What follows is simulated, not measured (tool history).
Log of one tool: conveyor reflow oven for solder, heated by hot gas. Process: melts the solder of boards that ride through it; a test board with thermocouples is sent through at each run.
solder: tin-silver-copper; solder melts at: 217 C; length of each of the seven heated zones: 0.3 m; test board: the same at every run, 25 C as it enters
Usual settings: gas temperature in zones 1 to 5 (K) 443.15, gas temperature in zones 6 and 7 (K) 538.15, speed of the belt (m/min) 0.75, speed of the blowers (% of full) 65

run,day,gas temperature in zones 1 to 5 (K),gas temperature in zones 6 and 7 (K),speed of the belt (m/min),speed of the blowers (% of full),highest temperature of the board (K),time above the solder's melting point (s)
1,0,443.15,538.15,0.75,65,520.05,32.3
2,0.583,443.15,538.15,0.75,65,519.95,32.1
3,1.179,443.15,538.15,0.75,65,519.95,32.4
4,1.533,443.15,538.15,0.75,65,519.85,31.7
5,2.117,443.15,538.15,0.75,65,519.75,31.7
6,2.775,453.15,544.15,0.75,69,527.65,38.4
7,3.408,452.15,538.15,0.75,65,521.65,35.3
8,4.012,452.15,546.15,0.684,71,532.65,44
9,4.708,436.15,529.15,0.765,68,510.85,24.5
10,5.358,436.15,529.15,0.765,68,510.85,24.4

Some steps in highest temperature of the board (K) between neighbouring runs. How much of each would the tool show without its hidden state too (settings, what came in, random variation), and how much is left for the hidden state, with any gauge scatter that isn't in both results?
The hidden state here: heat that the gas passes to the board, % of a clean oven's; belt's true speed, % of the reading; true gas temperature in zones 6 and 7 over the reading, C; drift of the gauge itself on peak_c, C; drift of the gauge itself on liquid_s, %.
Run 8 -> 9: gas temperature in zones 1 to 5 (K) 452.15 -> 436.15, gas temperature in zones 6 and 7 (K) 546.15 -> 529.15, speed of the belt (m/min) 0.684 -> 0.765, speed of the blowers (% of full) 71 -> 68. highest temperature of the board (K) -21.8: hidden state -0.2, all else -21.6.
